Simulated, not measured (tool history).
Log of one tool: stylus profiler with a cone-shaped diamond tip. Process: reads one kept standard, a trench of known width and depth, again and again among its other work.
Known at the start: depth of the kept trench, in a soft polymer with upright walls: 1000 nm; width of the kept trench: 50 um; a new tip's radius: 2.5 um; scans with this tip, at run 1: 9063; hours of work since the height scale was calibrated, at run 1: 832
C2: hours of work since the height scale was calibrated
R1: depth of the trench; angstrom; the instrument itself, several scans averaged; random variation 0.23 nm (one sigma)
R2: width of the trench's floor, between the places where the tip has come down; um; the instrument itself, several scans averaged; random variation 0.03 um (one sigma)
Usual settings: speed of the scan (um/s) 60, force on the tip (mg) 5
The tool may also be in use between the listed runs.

run 1 day=0 | speed_of_the_scan_(um/s)=60 force_on_the_tip_(mg)=5 | scans_with_this_tip=9063 C2=832 | R1=10281.3 R2=43.9
run 2 day=0.638 | speed_of_the_scan_(um/s)=82 force_on_the_tip_(mg)=5 | scans_with_this_tip=9193 C2=844 | R1=10277.6 R2=43.84
run 3 day=1.379 | speed_of_the_scan_(um/s)=82 force_on_the_tip_(mg)=5 | scans_with_this_tip=9344 C2=858 | R1=10279.7 R2=43.81
run 4 day=2.458 | speed_of_the_scan_(um/s)=57 force_on_the_tip_(mg)=5 | scans_with_this_tip=9563 C2=878 | R1=10279.5 R2=43.89
run 5 day=3.633 | speed_of_the_scan_(um/s)=57 force_on_the_tip_(mg)=5 | scans_with_this_tip=9803 C2=900 | R1=10276.9 R2=43.84
run 6 day=4.329 | speed_of_the_scan_(um/s)=16 force_on_the_tip_(mg)=5 | scans_with_this_tip=9945 C2=913 | R1=10282.4 R2=43.99
run 7 day=5.721 | speed_of_the_scan_(um/s)=16 force_on_the_tip_(mg)=5 | scans_with_this_tip=10227 C2=939 | R1=10284.9 R2=43.87
run 8 day=6.729 | speed_of_the_scan_(um/s)=16 force_on_the_tip_(mg)=5 | scans_with_this_tip=10433 C2=958 | R1=10280 R2=43.91
run 9 day=8 | speed_of_the_scan_(um/s)=60 force_on_the_tip_(mg)=5 | scans_with_this_tip=10691 C2=981 | R1=10281.3 R2=43.71
run 10 day=8.962 | speed_of_the_scan_(um/s)=60 force_on_the_tip_(mg)=5 | scans_with_this_tip=10887 C2=999 | R1=10290.8 R2=43.68
run 11 day=10.029 | speed_of_the_scan_(um/s)=60 force_on_the_tip_(mg)=5 | scans_with_this_tip=11104 C2=1019 | R1=10288.2 R2=43.63
run 12 day=10.671 | speed_of_the_scan_(um/s)=60 force_on_the_tip_(mg)=5 | scans_with_this_tip=11235 C2=1031 | R1=10286.5 R2=43.58

The next listed run, before its measurement:
run 13 day=11.321 | speed_of_the_scan_(um/s)=62 force_on_the_tip_(mg)=5 | scans_with_this_tip=11368 C2=1043 | R1=? R2=?

R1: 10295.2 angstrom
R2: 43.58 um
Without the tool's hidden state the same run would have given R1 10239.9 angstrom, R2 45.79 um.

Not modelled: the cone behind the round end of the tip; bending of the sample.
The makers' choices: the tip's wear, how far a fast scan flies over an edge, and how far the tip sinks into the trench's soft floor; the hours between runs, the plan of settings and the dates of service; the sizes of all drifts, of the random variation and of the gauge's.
